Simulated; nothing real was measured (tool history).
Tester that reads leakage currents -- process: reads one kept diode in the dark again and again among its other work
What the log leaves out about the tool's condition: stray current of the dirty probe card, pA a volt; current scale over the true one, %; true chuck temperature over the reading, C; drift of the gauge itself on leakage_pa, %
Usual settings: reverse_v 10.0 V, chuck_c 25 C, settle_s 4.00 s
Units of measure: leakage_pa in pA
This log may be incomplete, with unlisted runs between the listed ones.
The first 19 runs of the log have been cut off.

run	day	reverse_v	chuck_c	settle_s	hours of work since the probe card was cleaned	hours of work since the tester was calibrated	hours of work since the chuck was calibrated	leakage_pa
# day 88.012: tester calibrated
20	92.525	2.9	21	0.52	1528	85	568	70.52
21	97.829	2.9	21	0.52	1627	184	668	70.88
# day 98.592: chuck's temperature calibrated
22	101.688	2.9	21	0.52	1698	255	58	71.09
23	105.242	16.2	21	0.58	1765	322	125	141.12
24	110.129	16.2	21	0.58	1857	414	217	141.06
# day 112.067: probe card cleaned and baked
25	115.875	9.4	37	1.21	72	520	323	410.64
26	120.358	9.4	24	1.21	156	604	407	143.47
27	124.375	1.2	24	1.73	231	680	482	64.31
28	130.417	10.0	22	4.00	345	793	596	123.24
# day 134.983: chuck's temperature calibrated
29	135.058	10.0	25	1.40	431	879	1	159.61
30	139.404	4.3	60	4.00	512	961	83	1606.15
31	144.933	4.3	60	4.00	616	1064	187	1600.01
32	147.508	10.0	43	0.47	665	1113	235	662.82
33	151.854	3.4	23	0.47	746	1195	317	90.47

Branching from run 33: 5 alternative next runs. What would each branch give?
A	155.179	10.2	23	0.31	809	1257	380	?
B	155.179	10.0	21	0.41	809	1257	380	?
C	155.179	10.0	25	7.26	809	1257	380	?
D	155.179	4.6	30	5.82	809	1257	380	?
E	155.179	1.0	25	4.00	809	1257	380	?

run	leakage_pa
A	140.73
B	117.17
C	158.84
D	176.07
E	65.46
With the hidden condition removed and each run's random variation left untouched, the same runs would have given:
run	leakage_pa
A	140.69
B	117.13
C	158.79
D	176.04
E	65.45
